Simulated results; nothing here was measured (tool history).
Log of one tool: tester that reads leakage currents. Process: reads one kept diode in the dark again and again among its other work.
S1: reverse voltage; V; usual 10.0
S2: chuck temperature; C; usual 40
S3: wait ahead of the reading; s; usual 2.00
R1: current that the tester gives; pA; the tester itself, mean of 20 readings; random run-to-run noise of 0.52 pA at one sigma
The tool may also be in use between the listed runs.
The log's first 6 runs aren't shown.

Run 7, hour 516.9: usual settings. Result: R1 177.46 pA.
Run 8, hour 606.2: usual settings but S3 5.51 s. Result: R1 175.17 pA.
Run 9, hour 718.3: usual settings but S3 5.51 s. Result: R1 173.19 pA.
Run 10, hour 820.5: usual settings but S3 5.51 s. Result: R1 171.89 pA.
Run 11, hour 913.4: usual settings but S3 5.51 s. Result: R1 172.22 pA.
Run 12, hour 970.4: usual settings but S3 5.51 s. Result: R1 171.45 pA.
Run 13, hour 1063.8: usual settings but S3 5.51 s. Result: R1 169.06 pA.
Run 14, hour 1137.6: usual settings. Result: R1 170.49 pA.
Run 15, hour 1204.0: usual settings. Result: R1 168.97 pA.
Run 16, hour 1260.1: usual settings. Result: R1 169.26 pA.
Run 17, hour 1321.7: usual settings but S3 0.40 s. Result: R1 175.39 pA.
Run 18, hour 1404.3: usual settings but S3 0.40 s. Result: R1 174.05 pA.
Run 19, hour 1511.8: usual settings but S2 44 C, S3 0.40 s. Result: R1 231.90 pA.
Run 20, hour 1594.8: usual settings but S1 11.0 V, S2 44 C, S3 0.40 s. Result: R1 239.81 pA.
Run 21, hour 1675.2: usual settings but S1 11.0 V, S2 44 C, S3 0.40 s. Result: R1 237.86 pA.
Run 22, hour 1781.6: usual settings but S1 7.1 V, S2 29 C, S3 0.40 s. Result: R1 67.36 pA.
Run 23, hour 1890.7: usual settings but S1 7.1 V, S2 29 C, S3 0.40 s. Result: R1 67.09 pA.
Run 24, hour 1992.2: usual settings but S1 11.9 V, S2 44 C, S3 0.40 s. Result: R1 243.74 pA.
At hour 2057.3: chuck's temperature calibrated.
Run 25, hour 2097.3: usual settings but S1 7.3 V, S2 29 C, S3 0.48 s. Result: R1 77.91 pA.

What will run 26 give?
Run 26, hour 2149.3: usual settings but S1 7.3 V, S2 29 C, S3 1.43 s. Result: R1 ?.

Logged for run 26: R1 73.60 pA.
Had the tool carried no hidden state, the very same run would have given R1 60.44 pA.

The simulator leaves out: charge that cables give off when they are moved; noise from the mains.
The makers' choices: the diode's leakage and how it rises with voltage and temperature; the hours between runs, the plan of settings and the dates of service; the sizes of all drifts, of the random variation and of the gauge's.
